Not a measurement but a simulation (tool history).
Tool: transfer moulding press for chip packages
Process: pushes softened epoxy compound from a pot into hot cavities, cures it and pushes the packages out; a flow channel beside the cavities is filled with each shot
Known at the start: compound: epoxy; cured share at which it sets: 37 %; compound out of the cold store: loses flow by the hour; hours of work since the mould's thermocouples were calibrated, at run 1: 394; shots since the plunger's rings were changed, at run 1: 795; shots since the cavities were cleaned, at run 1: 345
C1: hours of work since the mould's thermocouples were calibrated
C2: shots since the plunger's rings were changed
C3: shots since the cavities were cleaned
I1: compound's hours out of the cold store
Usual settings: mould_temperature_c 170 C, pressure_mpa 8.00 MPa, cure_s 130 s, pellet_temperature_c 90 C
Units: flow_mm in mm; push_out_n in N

Run 1, hour 0.0: usual settings; C1 394; C2 795; C3 345; I1 28.4. Result: flow_mm 659 mm, push_out_n 378 N.
Run 2, hour 12.6: usual settings but mould_temperature_c 167 C; C1 402; C2 898; C3 448; I1 9.2. Result: flow_mm 754 mm, push_out_n 438 N.
Run 3, hour 27.9: usual settings but mould_temperature_c 167 C; C1 411; C2 1022; C3 572; I1 28.7. Result: flow_mm 673 mm, push_out_n 444 N.
At hour 32.8: cavities cleaned with cleaning compound and waxed.
Run 4, hour 44.5: usual settings but mould_temperature_c 167 C; C1 420; C2 1144; C3 95; I1 16.1. Result: flow_mm 716 mm, push_out_n 435 N.
Run 5, hour 55.2: usual settings; C1 426; C2 1231; C3 182; I1 28.1. Result: flow_mm 678 mm, push_out_n 370 N.
Run 6, hour 65.5: usual settings but cure_s 117 s; C1 432; C2 1314; C3 265; I1 16.0. Result: flow_mm 708 mm, push_out_n 431 N.
Run 7, hour 74.6: usual settings but cure_s 117 s; C1 438; C2 1388; C3 339; I1 40.1. Result: flow_mm 624 mm, push_out_n 410 N.
Run 8, hour 87.3: usual settings but cure_s 117 s; C1 445; C2 1491; C3 442; I1 40.0. Result: flow_mm 623 mm, push_out_n 402 N.
Run 9, hour 100.5: usual settings but cure_s 140 s; C1 453; C2 1598; C3 549; I1 11.4. Result: flow_mm 736 mm, push_out_n 323 N.
At hour 109.4: cavities cleaned with cleaning compound and waxed.
Run 10, hour 113.2: usual settings but cure_s 140 s; C1 460; C2 1689; C3 31; I1 18.4. Result: flow_mm 697 mm, push_out_n 335 N.
Run 11, hour 124.8: usual settings but cure_s 140 s; C1 467; C2 1783; C3 125; I1 12.7. Result: flow_mm 722 mm, push_out_n 345 N.
Run 12, hour 133.8: usual settings but cure_s 140 s; C1 472; C2 1856; C3 198; I1 35.5. Result: flow_mm 643 mm, push_out_n 321 N.
Run 13, hour 149.5: usual settings but cure_s 140 s; C1 481; C2 1983; C3 325; I1 47.5. Result: flow_mm 591 mm, push_out_n 311 N.
Run 14, hour 157.5: usual settings but pressure_mpa 7.54 MPa, cure_s 140 s; C1 486; C2 2048; C3 390; I1 40.4. Result: flow_mm 607 mm, push_out_n 333 N.
Run 15, hour 174.1: usual settings but pressure_mpa 8.91 MPa, pellet_temperature_c 92 C; C1 496; C2 2182; C3 524; I1 16.6. Result: flow_mm 751 mm, push_out_n 363 N.
At hour 185.9: cavities cleaned with cleaning compound and waxed.
Run 16, hour 190.7: usual settings but mould_temperature_c 164 C, cure_s 115 s; C1 505; C2 2305; C3 39; I1 31.8. Result: flow_mm 669 mm, push_out_n 635 N.
Run 17, hour 199.3: usual settings; C1 510; C2 2375; C3 109; I1 33.9. Result: flow_mm 638 mm, push_out_n 355 N.
Run 18, hour 208.1: usual settings but mould_temperature_c 171 C, cure_s 121 s; C1 515; C2 2446; C3 180; I1 37.9. Result: flow_mm 627 mm, push_out_n 373 N.
Run 19, hour 223.0: usual settings but cure_s 112 s, pellet_temperature_c 81 C; C1 524; C2 2567; C3 301; I1 44.8. Result: flow_mm 607 mm, push_out_n 445 N.
Run 20, hour 240.6: usual settings but cure_s 112 s, pellet_temperature_c 81 C; C1 535; C2 2709; C3 443; I1 25.0. Result: flow_mm 679 mm, push_out_n 486 N.

4 ways to go on from here, each from the tool as it stands after run 20. What would each give?
Run A, hour 249.8: usual settings but pressure_mpa 8.48 MPa; C1 540; C2 2784; C3 518; I1 45.7. Result: flow_mm ?, push_out_n ?.
Run B, hour 249.8: usual settings but mould_temperature_c 165 C, cure_s 151 s; C1 540; C2 2784; C3 518; I1 42.2. Result: flow_mm ?, push_out_n ?.
Run C, hour 249.8: usual settings but cure_s 112 s, pellet_temperature_c 83 C; C1 540; C2 2784; C3 518; I1 44.8. Result: flow_mm ?, push_out_n ?.
Run D, hour 249.8: usual settings but pressure_mpa 8.70 MPa, cure_s 131 s, pellet_temperature_c 95 C; C1 540; C2 2784; C3 518; I1 10.8. Result: flow_mm ?, push_out_n ?.

run  flow_mm  push_out_n
  A      623         337
  B      624         356
  C      614         449
  D      770         366
Without the tool's hidden state the same runs would have given:
run  flow_mm  push_out_n
  A      624         332
  B      625         350
  C      615         442
  D      771         360
